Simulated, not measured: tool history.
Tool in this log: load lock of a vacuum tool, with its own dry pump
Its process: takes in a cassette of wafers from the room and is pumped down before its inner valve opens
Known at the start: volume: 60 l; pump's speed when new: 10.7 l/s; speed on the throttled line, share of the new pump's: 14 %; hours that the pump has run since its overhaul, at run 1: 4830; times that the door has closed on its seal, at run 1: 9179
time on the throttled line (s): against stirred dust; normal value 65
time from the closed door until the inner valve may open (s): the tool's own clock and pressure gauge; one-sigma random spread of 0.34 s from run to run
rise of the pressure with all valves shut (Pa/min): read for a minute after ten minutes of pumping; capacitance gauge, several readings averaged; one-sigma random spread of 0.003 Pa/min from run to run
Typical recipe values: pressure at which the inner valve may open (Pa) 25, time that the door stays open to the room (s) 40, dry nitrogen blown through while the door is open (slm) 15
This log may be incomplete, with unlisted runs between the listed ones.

run    hour  time on the throttled line (s)  pressure at which the inner valve may open (Pa)  time that the door stays open to the room (s)  dry nitrogen blown through while the door is open (slm)  hours that the pump has run since its overhaul  times that the door has closed on its seal  incoming humidity of the room's air, %  time from the closed door until the inner valve may open (s)  rise of the pressure with all valves shut (Pa/min)
  1     0.0                              65                                               25                                             40                                                       15                                            4830                                        9179                                    45.5                                                         104.3                                               0.064
  2   270.8                              65                                               25                                             40                                                       15                                            5100                                       10278                                    46.6                                                         103.9                                               0.082
  3   485.4                              65                                               25                                             46                                                       15                                            5315                                       11149                                    46.7                                                         104.1                                               0.087
  4   780.2                              65                                               25                                             46                                                       15                                            5610                                       12345                                    42.5                                                         104.7                                               0.088
  5   975.7                              65                                               25                                             40                                                       15                                            5805                                       13139                                    42.9                                                         104.8                                               0.092
  6  1118.0                              65                                               25                                             40                                                       15                                            5948                                       13717                                    46.8                                                         104.0                                               0.106
  7  1332.6                              65                                               25                                             40                                                       15                                            6162                                       14588                                    46.3                                                         104.6                                               0.110
  8  1512.2                              65                                               25                                             97                                                       15                                            6342                                       15317                                    44.8                                                         104.2                                               0.129
  9  1764.9                              65                                               25                                             40                                                       15                                            6595                                       16343                                    43.4                                                         104.4                                               0.127
 10  1939.9                              65                                               25                                             40                                                       15                                            6770                                       17053                                    44.9                                                         105.1                                               0.126
 11  2241.2                              65                                               25                                             40                                                       15                                            7071                                       18276                                    44.0                                                         104.9                                               0.142
 12  2451.9                              65                                               25                                             40                                                       15                                            7282                                       19131                                    46.9                                                         105.0                                               0.159
 13  2581.2                              65                                               25                                             40                                                       15                                            7411                                       19656                                    44.8                                                         105.3                                               0.157
 14  2829.9                              65                                               31                                             40                                                       15                                            7660                                       20666                                    48.2                                                         104.1                                               0.174
 15  2967.4                              65                                               25                                             40                                                       15                                            7797                                       21224                                    47.1                                                         105.3                                               0.178
 16  3204.0                              81                                               25                                             40                                                       15                                            8034                                       22184                                    46.4                                                         118.7                                               0.184
 17  3380.2                              81                                               25                                             40                                                       15                                            8210                                       22899                                    44.3                                                         118.3                                               0.189
 18  3674.2                              65                                               40                                             40                                                       15                                            8504                                       24092                                    44.4                                                         102.0                                               0.204
 19  3952.5                              65                                               25                                             40                                                       15                                            8782                                       25222                                    43.9                                                         106.6                                               0.209
 20  4088.8                              65                                               25                                             40                                                       15                                            8918                                       25775                                    46.8                                                         105.1                                               0.220
 21  4288.9                              65                                               25                                             40                                                       15                                            9119                                       26588                                    48.7                                                         105.3                                               0.231
 22  4607.2                              53                                               34                                             49                                                       15                                            9437                                       27880                                    45.7                                                          93.8                                               0.250
 23  4822.6                              53                                               34                                            157                                                       15                                            9652                                       28754                                    48.0                                                          94.3                                               0.294
 24  4979.0                              53                                               34                                            157                                                       15                                            9809                                       29389                                    43.4                                                          94.2                                               0.309
 25  5248.4                              53                                               34                                            157                                                       15                                           10078                                       30482                                    45.0                                                          94.0                                               0.328
 26  5378.6                              53                                               19                                             94                                                       15                                           10208                                       31011                                    45.1                                                          97.6                                               0.316
 27  5690.3                              34                                               28                                             30                                                        6                                           10520                                       32276                                    42.6                                                          79.7                                               0.319
 28  5899.3                              88                                               25                                             40                                                       18                                           10729                                       33125                                    44.7                                                         125.0                                               0.325
 29  6062.5                              88                                               25                                             40                                                       33                                           10892                                       33787                                    45.5                                                         125.9                                               0.331
 30  6257.5                              43                                               25                                             40                                                       15                                           11087                                       34578                                    46.0                                                          87.8                                               0.354
 31  6577.1                              43                                               25                                             40                                                       15                                           11407                                       35876                                    44.5                                                          87.5                                               0.384
     6651.1  -- door's seal changed, seat wiped
 32  6820.8                              36                                               25                                             74                                                       15                                           11649                                         689                                    47.0                                                          82.5                                               0.040
 33  7014.9                              59                                               25                                             74                                                        6                                           11843                                        1477                                    47.8                                                         101.7                                               0.058
 34  7295.3                              65                                               25                                             60                                                       15                                           12123                                        2615                                    46.0                                                         106.6                                               0.040
 35  7610.3                              40                                               41                                            114                                                        5                                           12438                                        3894                                    43.3                                                          83.2                                               0.085
 36  7856.3                              77                                               25                                             40                                                       15                                           12684                                        4892                                    46.0                                                         116.7                                               0.039
 37  8015.6                              65                                               28                                            122                                                       12                                           12844                                        5539                                    45.8                                                         106.2                                               0.077

Here are 4 independent what-if runs from the current tool condition. What would each one return?
  A  8252.7                              72                                               19                                             40                                                       15                                           13081                                        6501                                    45.2                                                             ?                                                   ?
  B  8252.7                              72                                               28                                            122                                                       16                                           13081                                        6501                                    45.7                                                             ?                                                   ?
  C  8252.7                              65                                               39                                             33                                                       15                                           13081                                        6501                                    43.6                                                             ?                                                   ?
  D  8252.7                              65                                               25                                             46                                                       15                                           13081                                        6501                                    43.4                                                             ?                                                   ?

run  time from the closed door until the inner valve may open (s)  rise of the pressure with all valves shut (Pa/min)
  A                                                         114.7                                               0.051
  B                                                         112.5                                               0.070
  C                                                         105.0                                               0.047
  D                                                         106.9                                               0.052
Stripped of hidden state, with their random variation kept, the same runs would have yielded:
run  time from the closed door until the inner valve may open (s)  rise of the pressure with all valves shut (Pa/min)
  A                                                         109.4                                               0.025
  B                                                         107.6                                               0.044
  C                                                         100.2                                               0.021
  D                                                         101.8                                               0.026
